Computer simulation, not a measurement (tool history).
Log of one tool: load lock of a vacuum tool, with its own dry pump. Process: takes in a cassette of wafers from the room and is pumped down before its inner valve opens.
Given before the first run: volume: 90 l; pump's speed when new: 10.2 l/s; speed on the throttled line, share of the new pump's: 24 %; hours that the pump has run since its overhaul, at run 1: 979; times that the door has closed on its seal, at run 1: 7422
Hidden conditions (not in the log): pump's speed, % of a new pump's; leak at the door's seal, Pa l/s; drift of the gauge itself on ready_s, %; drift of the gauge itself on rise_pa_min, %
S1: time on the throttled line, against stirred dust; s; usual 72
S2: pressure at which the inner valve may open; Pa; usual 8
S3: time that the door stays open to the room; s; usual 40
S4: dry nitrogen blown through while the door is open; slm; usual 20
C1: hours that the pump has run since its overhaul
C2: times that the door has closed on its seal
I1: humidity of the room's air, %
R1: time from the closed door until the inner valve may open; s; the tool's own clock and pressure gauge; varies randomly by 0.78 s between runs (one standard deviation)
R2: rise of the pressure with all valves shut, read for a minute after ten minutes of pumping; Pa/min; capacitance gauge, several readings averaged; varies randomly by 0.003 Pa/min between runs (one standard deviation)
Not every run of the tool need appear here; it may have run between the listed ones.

run	hour	S1	S2	S3	S4	C1	C2	I1	R1	R2
1	0	72	8	40	20	979	7422	47.8	138.8	0.052
2	37.8	72	8	40	20	1017	7500	45.2	139.9	0.05
3	75.7	72	8	40	20	1054	7578	48.6	141	0.054
4	129.1	56	8	40	20	1108	7689	42.9	127.9	0.052
5	184.5	56	8	40	20	1163	7804	42.8	127.5	0.05
6	223.7	56	8	40	20	1203	7885	47.3	129.2	0.054
7	305.1	41	8	40	20	1284	8053	44.5	116.8	0.051
8	384.5	41	8	40	20	1363	8218	45.9	115.8	0.058
9	451.4	72	8	40	20	1430	8356	45.4	140.2	0.056
10	508.2	72	14	40	20	1487	8474	44.5	135.1	0.051
11	551.7	72	8	40	20	1530	8564	45	141.2	0.059
12	613.2	72	8	40	23	1592	8691	44.8	141.7	0.052

Run 13 has not been measured yet. What should we expect?
13	692.7	100	8	40	20	1671	8856	46.7	?	?

Run 13 yielded R1 162.2 s, R2 0.057 Pa/min.
With the hidden condition absent and the run-to-run variation left alone, this run would have shown R1 161.7 s, R2 0.029 Pa/min.
